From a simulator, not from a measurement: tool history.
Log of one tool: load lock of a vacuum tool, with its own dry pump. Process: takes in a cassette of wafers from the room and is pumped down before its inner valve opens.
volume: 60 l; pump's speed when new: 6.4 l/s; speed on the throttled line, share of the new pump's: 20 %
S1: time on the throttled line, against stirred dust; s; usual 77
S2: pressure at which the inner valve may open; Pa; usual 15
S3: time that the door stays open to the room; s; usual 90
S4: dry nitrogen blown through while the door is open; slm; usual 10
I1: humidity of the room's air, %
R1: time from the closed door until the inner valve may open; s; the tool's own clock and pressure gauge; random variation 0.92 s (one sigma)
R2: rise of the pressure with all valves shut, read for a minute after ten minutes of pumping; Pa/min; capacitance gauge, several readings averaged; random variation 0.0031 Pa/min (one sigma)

run    hour   S1  S2   S3  S4    I1     R1     R2
  1     0.0   77  15   90  10  45.9  146.5  0.063
  2   200.0   77  15   90  10  47.0  145.4  0.064
  3   315.7   77  15   90  10  45.2  146.3  0.065
  4   443.5   77  14   90  10  47.2  146.6  0.063
  5   641.7   77  14   90  10  41.8  144.1  0.065
  6   771.6   77  14   90  10  44.4  145.1  0.064
  7   857.6   77  15   90  10  45.2  144.4  0.068
  8   950.8   99  15   90  10  45.6  163.1  0.065
  9  1099.8   99  15   90  10  41.4  161.6  0.060
 10  1223.0   77  29   90  10  47.6  138.7  0.067
 11  1321.7   77  29   90  10  47.4  137.8  0.067
 12  1522.7   77  29   90  10  49.4  139.3  0.073
 13  1610.3   77  29   90  10  47.0  138.6  0.074
 14  1721.6   77  15   90  10  45.1  144.7  0.064
 15  1906.8   77  15  114  10  47.5  145.3  0.074
 16  2088.8   77  15  114  22  45.7  144.1  0.065
 17  2282.0   77  15  114   4  43.4  144.7  0.084
 18  2421.5   77  13   90  10  45.5  144.8  0.062
 19  2530.6  111  15   90  11  44.7  171.0  0.063
 20  2646.1  149  20   90   6  44.8  197.7  0.074
 21  2729.9  149  10  132   6  47.9  208.4  0.094

Forecast run 22:
 22  2881.9  44  15  218  10  45.9   ?   ?

{"run 22": {"R1": 118.2, "R2": 0.107}}
Without the tool's hidden state the same run would have given R1 118.1 s, R2 0.107 Pa/min.
